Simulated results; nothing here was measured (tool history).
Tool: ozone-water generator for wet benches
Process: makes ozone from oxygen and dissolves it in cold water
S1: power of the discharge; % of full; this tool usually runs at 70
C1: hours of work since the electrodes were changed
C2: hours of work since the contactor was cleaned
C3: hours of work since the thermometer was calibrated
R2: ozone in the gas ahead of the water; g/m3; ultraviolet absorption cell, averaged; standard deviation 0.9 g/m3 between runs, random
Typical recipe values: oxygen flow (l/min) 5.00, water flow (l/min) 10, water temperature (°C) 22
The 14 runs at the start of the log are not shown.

Run 15, hour 2055.5: usual settings but water temperature (°C) 15; C1 8112; C2 1760; C3 1884. Result: dissolved ozone (ppm) 19.8, R2 131.8 g/m3.
Run 16, hour 2199.8: usual settings but water temperature (°C) 26; C1 8235; C2 1883; C3 2007. Result: dissolved ozone (ppm) 15.9, R2 133.0 g/m3.
Run 17, hour 2385.7: usual settings but water temperature (°C) 26; C1 8395; C2 2043; C3 2166. Result: dissolved ozone (ppm) 16.0, R2 131.5 g/m3.
Run 18, hour 2478.2: usual settings but S1 76 % of full, oxygen flow (l/min) 6.32, water temperature (°C) 17; C1 8474; C2 2122; C3 2246. Result: dissolved ozone (ppm) 19.2, R2 122.7 g/m3.
Run 19, hour 2698.1: usual settings but S1 68 % of full, oxygen flow (l/min) 4.65, water flow (l/min) 7, water temperature (°C) 17; C1 8662; C2 2310; C3 2434. Result: dissolved ozone (ppm) 23.4, R2 134.8 g/m3.
Run 20, hour 2854.6: usual settings but S1 68 % of full, oxygen flow (l/min) 4.65, water flow (l/min) 12, water temperature (°C) 17; C1 8796; C2 2444; C3 2568. Result: dissolved ozone (ppm) 16.5, R2 134.1 g/m3.
Run 21, hour 3033.3: usual settings but S1 68 % of full, oxygen flow (l/min) 4.65, water flow (l/min) 12, water temperature (°C) 17; C1 8949; C2 2597; C3 2721. Result: dissolved ozone (ppm) 16.1, R2 134.2 g/m3.
Run 22, hour 3226.0: usual settings but S1 68 % of full, oxygen flow (l/min) 4.65, water flow (l/min) 12, water temperature (°C) 17; C1 9114; C2 2762; C3 2886. Result: dissolved ozone (ppm) 16.0, R2 133.7 g/m3.
Run 23, hour 3399.1: usual settings but S1 85 % of full, oxygen flow (l/min) 4.65, water flow (l/min) 12, water temperature (°C) 17; C1 9262; C2 2910; C3 3034. Result: dissolved ozone (ppm) 18.7, R2 156.8 g/m3.
Run 24, hour 3625.5: usual settings but S1 85 % of full, oxygen flow (l/min) 3.17, water flow (l/min) 12, water temperature (°C) 17; C1 9456; C2 3104; C3 3228. Result: dissolved ozone (ppm) 19.2, R2 192.6 g/m3.
Run 25, hour 3810.4: usual settings but S1 84 % of full, oxygen flow (l/min) 3.16, water flow (l/min) 11, water temperature (°C) 23; C1 9614; C2 3262; C3 3386. Result: dissolved ozone (ppm) 18.6, R2 188.6 g/m3.
Run 26, hour 4032.0: usual settings but oxygen flow (l/min) 3.73; C1 9804; C2 3452; C3 3576. Result: dissolved ozone (ppm) 17.3, R2 151.2 g/m3.
Run 27, hour 4146.8: usual settings but S1 42 % of full, oxygen flow (l/min) 6.52, water flow (l/min) 14, water temperature (°C) 18; C1 9902; C2 3550; C3 3674. Result: dissolved ozone (ppm) 9.6, R2 78.6 g/m3.
Run 28, hour 4362.9: usual settings but S1 42 % of full, oxygen flow (l/min) 8.21, water temperature (°C) 25; C1 10087; C2 3735; C3 3859. Result: dissolved ozone (ppm) 9.4, R2 68.4 g/m3.
Run 29, hour 4557.4: usual settings but S1 54 % of full, oxygen flow (l/min) 7.03, water temperature (°C) 25; C1 10254; C2 3902; C3 4026. Result: dissolved ozone (ppm) 11.7, R2 88.6 g/m3.
Run 30, hour 4742.1: usual settings but S1 58 % of full; C1 10412; C2 4060; C3 4184. Result: dissolved ozone (ppm) 14.2, R2 111.4 g/m3.
Run 31, hour 4856.3: usual settings but water temperature (°C) 15; C1 10510; C2 4158; C3 4282. Result: dissolved ozone (ppm) 18.6, R2 126.1 g/m3.
Run 32, hour 5037.5: usual settings but S1 74 % of full, water flow (l/min) 12, water temperature (°C) 15; C1 10665; C2 4313; C3 4437. Result: dissolved ozone (ppm) 16.7, R2 132.2 g/m3.
Run 33, hour 5178.1: usual settings but S1 74 % of full, water flow (l/min) 12, water temperature (°C) 15; C1 10785; C2 4433; C3 4557. Result: dissolved ozone (ppm) 16.7, R2 131.2 g/m3.
Run 34, hour 5346.7: usual settings but S1 74 % of full, water flow (l/min) 12, water temperature (°C) 15; C1 10930; C2 4578; C3 4702. Result: dissolved ozone (ppm) 16.8, R2 131.1 g/m3.

Predict each of these 3 candidate next runs independently; none follows another, all start after run 34:
Run A, hour 5552.7: usual settings but S1 74 % of full, water flow (l/min) 12, water temperature (°C) 25; C1 11106; C2 4754; C3 4878. Result: dissolved ozone (ppm) ?, R2 ?.
Run B, hour 5552.7: usual settings but S1 74 % of full, oxygen flow (l/min) 4.22, water flow (l/min) 9, water temperature (°C) 15; C1 11106; C2 4754; C3 4878. Result: dissolved ozone (ppm) ?, R2 ?.
Run C, hour 5552.7: usual settings but S1 94 % of full, water temperature (°C) 26; C1 11106; C2 4754; C3 4878. Result: dissolved ozone (ppm) ?, R2 ?.

run  dissolved ozone (ppm)     R2
  A                   13.8  130.5
  B                   21.2  144.7
  C                   17.9  153.4
With no hidden state in the tool, these same runs would have given:
run  dissolved ozone (ppm)     R2
  A                   17.8  156.6
  B                   27.0  173.7
  C                   23.8  190.0
